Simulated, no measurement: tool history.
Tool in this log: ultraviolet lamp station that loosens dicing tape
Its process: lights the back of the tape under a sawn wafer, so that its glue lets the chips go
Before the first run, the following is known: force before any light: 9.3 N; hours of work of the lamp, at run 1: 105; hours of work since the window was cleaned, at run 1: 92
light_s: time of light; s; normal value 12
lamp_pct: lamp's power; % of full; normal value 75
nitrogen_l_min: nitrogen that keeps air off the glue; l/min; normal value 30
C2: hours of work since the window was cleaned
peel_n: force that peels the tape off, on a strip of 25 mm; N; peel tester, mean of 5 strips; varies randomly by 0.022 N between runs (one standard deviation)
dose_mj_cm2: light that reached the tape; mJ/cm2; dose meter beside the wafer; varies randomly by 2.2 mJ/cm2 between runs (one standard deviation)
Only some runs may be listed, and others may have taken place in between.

{"run": 1, "hour": 0.0, "light_s": 12, "lamp_pct": 75, "nitrogen_l_min": 30, "hours of work of the lamp": 105, "C2": 92, "peel_n": 1.296, "dose_mj_cm2": 179}
{"run": 2, "hour": 8.4, "light_s": 12, "lamp_pct": 75, "nitrogen_l_min": 30, "hours of work of the lamp": 110, "C2": 97, "peel_n": 1.17, "dose_mj_cm2": 180}
{"run": 3, "hour": 16.2, "light_s": 12, "lamp_pct": 75, "nitrogen_l_min": 30, "hours of work of the lamp": 114, "C2": 101, "peel_n": 1.226, "dose_mj_cm2": 180}
{"run": 4, "hour": 20.4, "light_s": 12, "lamp_pct": 75, "nitrogen_l_min": 30, "hours of work of the lamp": 117, "C2": 104, "peel_n": 1.223, "dose_mj_cm2": 181}
{"run": 5, "hour": 28.3, "light_s": 12, "lamp_pct": 75, "nitrogen_l_min": 30, "hours of work of the lamp": 121, "C2": 108, "peel_n": 1.237, "dose_mj_cm2": 180}
{"run": 6, "hour": 36.0, "light_s": 12, "lamp_pct": 75, "nitrogen_l_min": 30, "hours of work of the lamp": 126, "C2": 112, "peel_n": 1.275, "dose_mj_cm2": 177}
{"run": 7, "hour": 44.4, "light_s": 12, "lamp_pct": 75, "nitrogen_l_min": 30, "hours of work of the lamp": 130, "C2": 117, "peel_n": 1.211, "dose_mj_cm2": 178}
{"run": 8, "hour": 49.6, "light_s": 12, "lamp_pct": 75, "nitrogen_l_min": 30, "hours of work of the lamp": 133, "C2": 120, "peel_n": 1.272, "dose_mj_cm2": 179}
{"run": 9, "hour": 54.5, "light_s": 9, "lamp_pct": 75, "nitrogen_l_min": 30, "hours of work of the lamp": 136, "C2": 123, "peel_n": 2.06, "dose_mj_cm2": 133}
{"run": 10, "hour": 62.2, "light_s": 9, "lamp_pct": 75, "nitrogen_l_min": 30, "hours of work of the lamp": 140, "C2": 127, "peel_n": 1.991, "dose_mj_cm2": 132}
{"run": 11, "hour": 68.4, "light_s": 9, "lamp_pct": 75, "nitrogen_l_min": 30, "hours of work of the lamp": 144, "C2": 131, "peel_n": 1.991, "dose_mj_cm2": 134}
{"run": 12, "hour": 74.1, "light_s": 9, "lamp_pct": 75, "nitrogen_l_min": 30, "hours of work of the lamp": 147, "C2": 134, "peel_n": 1.978, "dose_mj_cm2": 132}
{"run": 13, "hour": 77.9, "light_s": 9, "lamp_pct": 75, "nitrogen_l_min": 30, "hours of work of the lamp": 149, "C2": 136, "peel_n": 1.982, "dose_mj_cm2": 131}
{"run": 14, "hour": 85.9, "light_s": 9, "lamp_pct": 75, "nitrogen_l_min": 30, "hours of work of the lamp": 154, "C2": 141, "peel_n": 1.986, "dose_mj_cm2": 131}
{"run": 15, "hour": 92.2, "light_s": 9, "lamp_pct": 75, "nitrogen_l_min": 30, "hours of work of the lamp": 158, "C2": 144, "peel_n": 2.068, "dose_mj_cm2": 131}
{"run": 16, "hour": 98.2, "light_s": 9, "lamp_pct": 75, "nitrogen_l_min": 30, "hours of work of the lamp": 161, "C2": 148, "peel_n": 2.048, "dose_mj_cm2": 131}
{"run": 17, "hour": 102.6, "light_s": 9, "lamp_pct": 75, "nitrogen_l_min": 30, "hours of work of the lamp": 163, "C2": 150, "peel_n": 2.035, "dose_mj_cm2": 132}
{"run": 18, "hour": 109.2, "light_s": 9, "lamp_pct": 75, "nitrogen_l_min": 30, "hours of work of the lamp": 167, "C2": 154, "peel_n": 1.97, "dose_mj_cm2": 131}
{"run": 19, "hour": 115.7, "light_s": 9, "lamp_pct": 75, "nitrogen_l_min": 30, "hours of work of the lamp": 171, "C2": 158, "peel_n": 2.015, "dose_mj_cm2": 131}
{"run": 20, "hour": 124.2, "light_s": 9, "lamp_pct": 75, "nitrogen_l_min": 30, "hours of work of the lamp": 176, "C2": 163, "peel_n": 2.021, "dose_mj_cm2": 131}
{"run": 21, "hour": 128.8, "light_s": 12, "lamp_pct": 75, "nitrogen_l_min": 30, "hours of work of the lamp": 178, "C2": 165, "peel_n": 1.295, "dose_mj_cm2": 174}
{"run": 22, "hour": 132.8, "light_s": 12, "lamp_pct": 75, "nitrogen_l_min": 30, "hours of work of the lamp": 181, "C2": 168, "peel_n": 1.324, "dose_mj_cm2": 171}
{"run": 23, "hour": 139.8, "light_s": 9, "lamp_pct": 90, "nitrogen_l_min": 12, "hours of work of the lamp": 185, "C2": 172, "peel_n": 2.5, "dose_mj_cm2": 155}
{"run": 24, "hour": 147.0, "light_s": 9, "lamp_pct": 65, "nitrogen_l_min": 12, "hours of work of the lamp": 189, "C2": 176, "peel_n": 3.723, "dose_mj_cm2": 111}
{"run": 25, "hour": 151.5, "light_s": 9, "lamp_pct": 65, "nitrogen_l_min": 12, "hours of work of the lamp": 191, "C2": 178, "peel_n": 3.479, "dose_mj_cm2": 115}
{"run": 26, "hour": 160.0, "light_s": 9, "lamp_pct": 65, "nitrogen_l_min": 12, "hours of work of the lamp": 196, "C2": 183, "peel_n": 3.482, "dose_mj_cm2": 111}
{"run": 27, "hour": 168.6, "light_s": 12, "lamp_pct": 69, "nitrogen_l_min": 21, "hours of work of the lamp": 201, "C2": 188, "peel_n": 1.873, "dose_mj_cm2": 160}
{"run": 28, "hour": 175.1, "light_s": 20, "lamp_pct": 76, "nitrogen_l_min": 44, "hours of work of the lamp": 205, "C2": 192, "peel_n": 0.37, "dose_mj_cm2": 290}
{"run": 29, "hour": 183.4, "light_s": 20, "lamp_pct": 76, "nitrogen_l_min": 44, "hours of work of the lamp": 209, "C2": 196, "peel_n": 0.38, "dose_mj_cm2": 288}
{"run": 30, "hour": 187.2, "light_s": 20, "lamp_pct": 76, "nitrogen_l_min": 44, "hours of work of the lamp": 212, "C2": 199, "peel_n": 0.363, "dose_mj_cm2": 286}
{"run": 31, "hour": 195.4, "light_s": 16, "lamp_pct": 82, "nitrogen_l_min": 30, "hours of work of the lamp": 216, "C2": 203, "peel_n": 0.647, "dose_mj_cm2": 251}
{"run": 32, "hour": 202.5, "light_s": 12, "lamp_pct": 65, "nitrogen_l_min": 28, "hours of work of the lamp": 220, "C2": 207, "peel_n": 1.815, "dose_mj_cm2": 148}
{"run": 33, "hour": 211.2, "light_s": 14, "lamp_pct": 61, "nitrogen_l_min": 49, "hours of work of the lamp": 225, "C2": 212, "peel_n": 1.133, "dose_mj_cm2": 161}
{"run": 34, "hour": 219.2, "light_s": 14, "lamp_pct": 61, "nitrogen_l_min": 49, "hours of work of the lamp": 230, "C2": 217, "peel_n": 1.123, "dose_mj_cm2": 164}
{"run": 35, "hour": 228.4, "light_s": 13, "lamp_pct": 63, "nitrogen_l_min": 59, "hours of work of the lamp": 235, "C2": 222, "peel_n": 1.122, "dose_mj_cm2": 156}
{"run": 36, "hour": 235.9, "light_s": 13, "lamp_pct": 63, "nitrogen_l_min": 25, "hours of work of the lamp": 239, "C2": 226, "peel_n": 1.762, "dose_mj_cm2": 153}
{"run": 37, "hour": 245.0, "light_s": 13, "lamp_pct": 63, "nitrogen_l_min": 27, "hours of work of the lamp": 245, "C2": 231, "peel_n": 1.635, "dose_mj_cm2": 156}
{"run": 38, "hour": 253.4, "light_s": 9, "lamp_pct": 92, "nitrogen_l_min": 21, "hours of work of the lamp": 249, "C2": 236, "peel_n": 1.991, "dose_mj_cm2": 153}
{"run": 39, "hour": 257.7, "light_s": 7, "lamp_pct": 75, "nitrogen_l_min": 15, "hours of work of the lamp": 252, "C2": 239, "peel_n": 3.715, "dose_mj_cm2": 100}
{"run": 40, "hour": 262.2, "light_s": 12, "lamp_pct": 64, "nitrogen_l_min": 30, "hours of work of the lamp": 254, "C2": 241, "peel_n": 1.757, "dose_mj_cm2": 142}
{"run": 41, "hour": 271.2, "light_s": 9, "lamp_pct": 93, "nitrogen_l_min": 33, "hours of work of the lamp": 259, "C2": 246, "peel_n": 1.504, "dose_mj_cm2": 156}
{"run": 42, "hour": 276.8, "light_s": 10, "lamp_pct": 76, "nitrogen_l_min": 59, "hours of work of the lamp": 263, "C2": 250, "peel_n": 1.314, "dose_mj_cm2": 145}
{"run": 43, "hour": 281.9, "light_s": 8, "lamp_pct": 75, "nitrogen_l_min": 30, "hours of work of the lamp": 266, "C2": 252, "peel_n": 2.53, "dose_mj_cm2": 111}

Predict each of these 4 candidate next runs independently; none follows another, all start after run 43:
{"run": "A", "hour": 287.6, "light_s": 24, "lamp_pct": 75, "nitrogen_l_min": 30, "hours of work of the lamp": 269, "C2": 256, "peel_n": "?", "dose_mj_cm2": "?"}
{"run": "B", "hour": 287.6, "light_s": 8, "lamp_pct": 89, "nitrogen_l_min": 30, "hours of work of the lamp": 269, "C2": 256, "peel_n": "?", "dose_mj_cm2": "?"}
{"run": "C", "hour": 287.6, "light_s": 6, "lamp_pct": 75, "nitrogen_l_min": 12, "hours of work of the lamp": 269, "C2": 256, "peel_n": "?", "dose_mj_cm2": "?"}
{"run": "D", "hour": 287.6, "light_s": 13, "lamp_pct": 75, "nitrogen_l_min": 30, "hours of work of the lamp": 269, "C2": 256, "peel_n": "?", "dose_mj_cm2": "?"}

run=A peel_n=0.366 dose_mj_cm2=336
run=B peel_n=2.004 dose_mj_cm2=133
run=C peel_n=4.453 dose_mj_cm2=83
run=D peel_n=1.162 dose_mj_cm2=186
The same runs, with their run-to-run variation unchanged, on a tool lacking any hidden condition would have given:
run=A peel_n=0.293 dose_mj_cm2=385
run=B peel_n=1.626 dose_mj_cm2=152
run=C peel_n=4.019 dose_mj_cm2=95
run=D peel_n=0.894 dose_mj_cm2=213
